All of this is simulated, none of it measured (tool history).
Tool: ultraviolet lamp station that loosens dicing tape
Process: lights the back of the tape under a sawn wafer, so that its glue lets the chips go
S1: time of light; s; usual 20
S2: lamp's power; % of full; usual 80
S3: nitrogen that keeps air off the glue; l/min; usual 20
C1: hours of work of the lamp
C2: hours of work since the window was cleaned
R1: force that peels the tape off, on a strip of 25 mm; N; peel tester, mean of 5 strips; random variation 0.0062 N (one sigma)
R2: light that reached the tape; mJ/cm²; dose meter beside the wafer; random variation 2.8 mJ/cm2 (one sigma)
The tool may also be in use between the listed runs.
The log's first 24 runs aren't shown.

run,day,S1,S2,S3,C1,C2,R1,R2
25,13.688,28,81,8,420,493,0.282,425
26,14.429,20,64,7,433,506,0.733,236
27,15.15,20,90,7,445,518,0.442,338
28,15.733,29,63,7,455,528,0.421,337
29,16.238,12,80,37,463,536,0.454,174
30,16.612,12,80,37,470,543,0.433,181
31,16.992,12,71,8,476,549,1.15,158
32,17.4,12,71,8,483,556,1.183,157

Forecast each of these 4 alternatives for the next run:
# day 18: window cleaned of glue's vapour
A,18.117,19,65,20,494,2,?,?
# day 18: window cleaned of glue's vapour
B,18.117,16,64,8,494,2,?,?
# day 18: window cleaned of glue's vapour
C,18.117,20,80,10,494,2,?,?
# day 18: window cleaned of glue's vapour
D,18.117,20,83,21,494,2,?,?

run,R1,R2
A,0.29,273
B,0.73,227
C,0.304,350
D,0.179,363
Without the tool's hidden state the same runs would have given:
run,R1,R2
A,0.254,296
B,0.648,246
C,0.267,380
D,0.163,394

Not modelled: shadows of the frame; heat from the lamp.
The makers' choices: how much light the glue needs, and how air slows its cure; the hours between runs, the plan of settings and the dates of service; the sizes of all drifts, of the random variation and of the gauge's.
